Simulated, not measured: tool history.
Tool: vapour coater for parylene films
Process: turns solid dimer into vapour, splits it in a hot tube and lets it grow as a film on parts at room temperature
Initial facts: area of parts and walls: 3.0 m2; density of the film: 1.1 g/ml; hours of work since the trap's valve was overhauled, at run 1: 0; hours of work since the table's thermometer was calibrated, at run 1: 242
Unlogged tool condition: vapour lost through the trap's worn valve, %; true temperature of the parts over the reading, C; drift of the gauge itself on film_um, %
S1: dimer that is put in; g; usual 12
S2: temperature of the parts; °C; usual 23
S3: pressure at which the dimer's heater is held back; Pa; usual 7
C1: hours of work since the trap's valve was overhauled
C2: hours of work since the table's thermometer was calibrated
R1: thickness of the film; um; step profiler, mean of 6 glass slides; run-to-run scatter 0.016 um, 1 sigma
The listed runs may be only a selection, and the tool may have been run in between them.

{"run": 1, "hour": 0.0, "S1": 12, "S2": 23, "S3": 7, "C1": 0, "C2": 242, "R1": 2.04}
{"run": 2, "hour": 26.7, "S1": 12, "S2": 23, "S3": 7, "C1": 16, "C2": 258, "R1": 2.04}
{"run": 3, "hour": 47.3, "S1": 12, "S2": 23, "S3": 7, "C1": 28, "C2": 270, "R1": 2.01}
{"run": 4, "hour": 66.9, "S1": 12, "S2": 23, "S3": 7, "C1": 40, "C2": 281, "R1": 2.03}
{"run": 5, "hour": 89.9, "S1": 12, "S2": 23, "S3": 11.59, "C1": 53, "C2": 295, "R1": 1.89}
{"run": 6, "hour": 111.1, "S1": 12, "S2": 23, "S3": 11.59, "C1": 66, "C2": 308, "R1": 1.87}
{"run": 7, "hour": 128.5, "S1": 12, "S2": 23, "S3": 7, "C1": 76, "C2": 318, "R1": 2}
{"run": 8, "hour": 154.9, "S1": 5, "S2": 23, "S3": 7, "C1": 92, "C2": 333, "R1": 0.85}
{"run": 9, "hour": 183.3, "S1": 5, "S2": 23, "S3": 7, "C1": 108, "C2": 350, "R1": 0.84}
{"run": 10, "hour": 196.3, "S1": 12, "S2": 23, "S3": 7, "C1": 116, "C2": 358, "R1": 2}
{"run": 11, "hour": 222.5, "S1": 12, "S2": 23, "S3": 3.24, "C1": 132, "C2": 373, "R1": 2.23}
{"run": 12, "hour": 248.5, "S1": 12, "S2": 23, "S3": 3.24, "C1": 147, "C2": 389, "R1": 2.24}
{"run": 13, "hour": 260.5, "S1": 12, "S2": 23, "S3": 7, "C1": 154, "C2": 396, "R1": 1.98}
{"run": 14, "hour": 279.4, "S1": 12, "S2": 23, "S3": 7, "C1": 165, "C2": 407, "R1": 1.96}
{"run": 15, "hour": 303.8, "S1": 12, "S2": 23, "S3": 7, "C1": 180, "C2": 421, "R1": 1.97}
{"run": 16, "hour": 315.7, "S1": 12, "S2": 23, "S3": 7, "C1": 187, "C2": 429, "R1": 1.97}
{"run": 17, "hour": 343.7, "S1": 12, "S2": 23, "S3": 7, "C1": 203, "C2": 445, "R1": 1.98}
{"run": 18, "hour": 365.5, "S1": 12, "S2": 23, "S3": 7, "C1": 216, "C2": 458, "R1": 1.96}
{"run": 19, "hour": 393.1, "S1": 12, "S2": 23, "S3": 7.05, "C1": 232, "C2": 474, "R1": 1.97}
{"run": 20, "hour": 405.6, "S1": 12, "S2": 23, "S3": 7, "C1": 240, "C2": 482, "R1": 1.97}
{"run": 21, "hour": 421.7, "S1": 5, "S2": 23, "S3": 7, "C1": 249, "C2": 491, "R1": 0.8}
{"run": 22, "hour": 446.9, "S1": 5, "S2": 23, "S3": 7, "C1": 264, "C2": 506, "R1": 0.81}
{"run": 23, "hour": 471.2, "S1": 11, "S2": 25, "S3": 10.76, "C1": 279, "C2": 520, "R1": 1.52}
{"run": 24, "hour": 496.5, "S1": 22, "S2": 32, "S3": 6.55, "C1": 294, "C2": 535, "R1": 2.4}
{"run": 25, "hour": 511.4, "S1": 8, "S2": 27, "S3": 6.55, "C1": 302, "C2": 544, "R1": 1.09}
{"run": 26, "hour": 537.8, "S1": 20, "S2": 20, "S3": 5.8, "C1": 318, "C2": 560, "R1": 3.76}
{"run": 27, "hour": 562.7, "S1": 12, "S2": 20, "S3": 5.8, "C1": 333, "C2": 575, "R1": 2.27}
{"run": 28, "hour": 574.7, "S1": 12, "S2": 28, "S3": 7.04, "C1": 340, "C2": 582, "R1": 1.52}
{"run": 29, "hour": 591.1, "S1": 12, "S2": 28, "S3": 7.04, "C1": 349, "C2": 591, "R1": 1.53}
{"run": 30, "hour": 616.1, "S1": 12, "S2": 28, "S3": 7.04, "C1": 364, "C2": 606, "R1": 1.54}
{"run": 31, "hour": 641.8, "S1": 12, "S2": 28, "S3": 7.04, "C1": 379, "C2": 621, "R1": 1.54}
{"run": 32, "hour": 654.7, "S1": 12, "S2": 28, "S3": 7.04, "C1": 387, "C2": 629, "R1": 1.52}
{"run": 33, "hour": 676.6, "S1": 12, "S2": 25, "S3": 6.33, "C1": 400, "C2": 642, "R1": 1.79}
{"run": 34, "hour": 698.3, "S1": 12, "S2": 25, "S3": 6.33, "C1": 413, "C2": 655, "R1": 1.76}
{"run": 35, "hour": 724.1, "S1": 17, "S2": 23, "S3": 7, "C1": 428, "C2": 670, "R1": 2.66}
{"run": 36, "hour": 745.8, "S1": 17, "S2": 32, "S3": 7, "C1": 441, "C2": 683, "R1": 1.78}
{"run": 37, "hour": 761.3, "S1": 6, "S2": 16, "S3": 6.07, "C1": 450, "C2": 692, "R1": 1.33}
{"run": 38, "hour": 775.5, "S1": 14, "S2": 23, "S3": 7, "C1": 458, "C2": 700, "R1": 2.18}
{"run": 39, "hour": 796.0, "S1": 14, "S2": 23, "S3": 7, "C1": 471, "C2": 712, "R1": 2.23}
{"run": 40, "hour": 821.5, "S1": 12, "S2": 17, "S3": 2.14, "C1": 486, "C2": 728, "R1": 2.91}
{"run": 41, "hour": 844.4, "S1": 13, "S2": 23, "S3": 5.11, "C1": 499, "C2": 741, "R1": 2.08}

A few steps of R1 between consecutive runs. Split each: what settings, incoming material and random variation would produce without the hidden state, and what is left over for the hidden state, along with gauge scatter present in only one of the two compared results (measured, and without hidden state):
Run 24 -> 25: S1 22 -> 8, S2 32 -> 27. R1 -1.31 um: hidden state +0.07, all else -1.38.
Run 25 -> 26: S1 8 -> 20, S2 27 -> 20, S3 6.55 -> 5.8. R1 +2.67 um: hidden state -0.16, all else +2.83.
Run 26 -> 27: S1 20 -> 12. R1 -1.49 um: hidden state +0.08, all else -1.57.
